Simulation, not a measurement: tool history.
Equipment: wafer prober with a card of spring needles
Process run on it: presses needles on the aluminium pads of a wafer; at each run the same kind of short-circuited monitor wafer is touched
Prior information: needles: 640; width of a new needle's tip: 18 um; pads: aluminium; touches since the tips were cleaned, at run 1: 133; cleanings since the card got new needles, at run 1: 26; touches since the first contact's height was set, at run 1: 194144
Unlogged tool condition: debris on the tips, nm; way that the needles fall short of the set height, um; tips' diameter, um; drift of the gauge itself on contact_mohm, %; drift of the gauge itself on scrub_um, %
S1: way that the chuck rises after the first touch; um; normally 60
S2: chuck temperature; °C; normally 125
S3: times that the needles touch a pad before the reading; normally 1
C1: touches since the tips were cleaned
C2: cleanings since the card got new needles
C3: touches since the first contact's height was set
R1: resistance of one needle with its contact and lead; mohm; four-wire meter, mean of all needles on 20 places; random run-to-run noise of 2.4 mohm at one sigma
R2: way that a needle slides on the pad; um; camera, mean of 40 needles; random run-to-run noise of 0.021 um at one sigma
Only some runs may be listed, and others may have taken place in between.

run	day	S1	S2	S3	C1	C2	C3	R1	R2
1	0.000	60	125	1	133	26	194144	272	8.82
# day 0.896: tips cleaned on abrasive film
2	1.696	60	125	1	5748	27	206288	270	8.81
# day 1.800: tips cleaned on abrasive film
# day 2.754: tips cleaned on abrasive film
3	3.371	60	125	1	4398	29	218219	269	8.86
# day 3.750: tips cleaned on abrasive film
# day 3.975: height of the first contact set anew
4	4.558	60	125	1	5707	30	4171	270	8.83
# day 4.733: tips cleaned on abrasive film
# day 5.708: tips cleaned on abrasive film
5	6.275	60	125	1	4064	32	16438	272	8.82
# day 6.692: tips cleaned on abrasive film
6	7.062	60	125	1	2650	33	22058	272	8.81
# day 7.696: tips cleaned on abrasive film
7	8.183	60	67	1	3485	34	30065	254	8.85
# day 8.742: tips cleaned on abrasive film
8	9.358	60	67	3	4415	35	38454	259	8.90
# day 9.742: tips cleaned on abrasive film
# day 10.762: tips cleaned on abrasive film
9	10.908	60	67	3	1031	37	49521	258	8.86
# day 11.704: tips cleaned on abrasive film
10	12.517	60	67	3	5835	38	61022	257	8.80
# day 12.617: tips cleaned on abrasive film
# day 13.621: tips cleaned on abrasive film
11	13.812	60	67	3	1387	40	70273	257	8.84
# day 14.554: tips cleaned on abrasive film
# day 15.546: tips cleaned on abrasive film
12	15.558	60	46	3	82	42	82732	249	8.85
# day 16.488: tips cleaned on abrasive film
13	16.638	60	125	1	1050	43	90425	271	8.85
# day 17.446: tips cleaned on abrasive film
14	18.096	44	125	1	4670	44	100864	281	6.50
# day 18.442: tips cleaned on abrasive film
# day 19.417: tips cleaned on abrasive film
15	19.675	44	125	1	1836	46	112124	278	6.50
# day 20.346: tips cleaned on abrasive film
# day 21.275: tips cleaned on abrasive film
16	21.275	60	125	1	0	48	123568	270	8.83
# day 22.183: tips cleaned on abrasive film
17	22.812	73	112	2	4513	49	134564	266	10.76
# day 23.171: tips cleaned on abrasive film
18	23.783	51	96	1	4388	50	141483	266	7.52
# day 24.200: tips cleaned on abrasive film
# day 25.254: tips cleaned on abrasive film
19	25.438	51	31	1	1332	52	153297	246	7.53
# day 26.179: tips cleaned on abrasive film
20	27.062	51	31	1	6317	53	164906	249	7.52
# day 27.162: tips cleaned on abrasive film
# day 28.142: tips cleaned on abrasive film
21	28.142	51	48	2	0	55	172611	254	7.52
# day 29.062: tips cleaned on abrasive film
22	29.933	50	42	1	6230	56	185409	253	7.36
# day 30.083: tips cleaned on abrasive film
# day 31.042: tips cleaned on abrasive film
23	31.071	41	28	3	189	58	193510	253	6.01
# day 32.021: tips cleaned on abrasive film
24	32.025	68	26	1	34	59	200326	238	9.98
# day 32.971: tips cleaned on abrasive film
25	33.100	42	120	1	910	60	208003	281	6.19
# day 33.929: tips cleaned on abrasive film
26	34.675	67	47	1	5325	61	219268	251	9.83
# day 34.892: tips cleaned on abrasive film
# day 35.212: height of the first contact set anew
# day 35.875: tips cleaned on abrasive film
27	36.154	67	47	1	2003	63	6724	247	9.85
# day 36.900: tips cleaned on abrasive film
28	37.575	62	75	2	4826	64	16881	255	9.19
# day 37.896: tips cleaned on abrasive film
29	38.475	67	125	1	4167	65	23314	275	9.87
# day 38.904: tips cleaned on abrasive film
# day 39.858: tips cleaned on abrasive film
30	40.183	42	89	2	2321	67	35506	269	6.18
# day 40.871: tips cleaned on abrasive film
31	41.267	70	89	1	2855	68	43263	262	10.31

Forecast each of these 4 alternatives for the next run:
# day 41.808: tips cleaned on abrasive film
# day 42.846: tips cleaned on abrasive film
A	42.950	70	32	1	745	70	55249	?	?
# day 41.808: tips cleaned on abrasive film
# day 42.846: tips cleaned on abrasive film
B	42.950	60	82	2	745	70	55249	?	?
# day 41.808: tips cleaned on abrasive film
# day 42.846: tips cleaned on abrasive film
C	42.950	60	32	1	745	70	55249	?	?
# day 41.808: tips cleaned on abrasive film
# day 42.846: tips cleaned on abrasive film
D	42.950	46	34	2	745	70	55249	?	?

run	R1	R2
A	245	10.28
B	258	8.87
C	246	8.83
D	253	6.75
What these runs would have given with no unlogged condition in the tool:
run	R1	R2
A	244	10.29
B	258	8.87
C	246	8.83
D	252	6.75

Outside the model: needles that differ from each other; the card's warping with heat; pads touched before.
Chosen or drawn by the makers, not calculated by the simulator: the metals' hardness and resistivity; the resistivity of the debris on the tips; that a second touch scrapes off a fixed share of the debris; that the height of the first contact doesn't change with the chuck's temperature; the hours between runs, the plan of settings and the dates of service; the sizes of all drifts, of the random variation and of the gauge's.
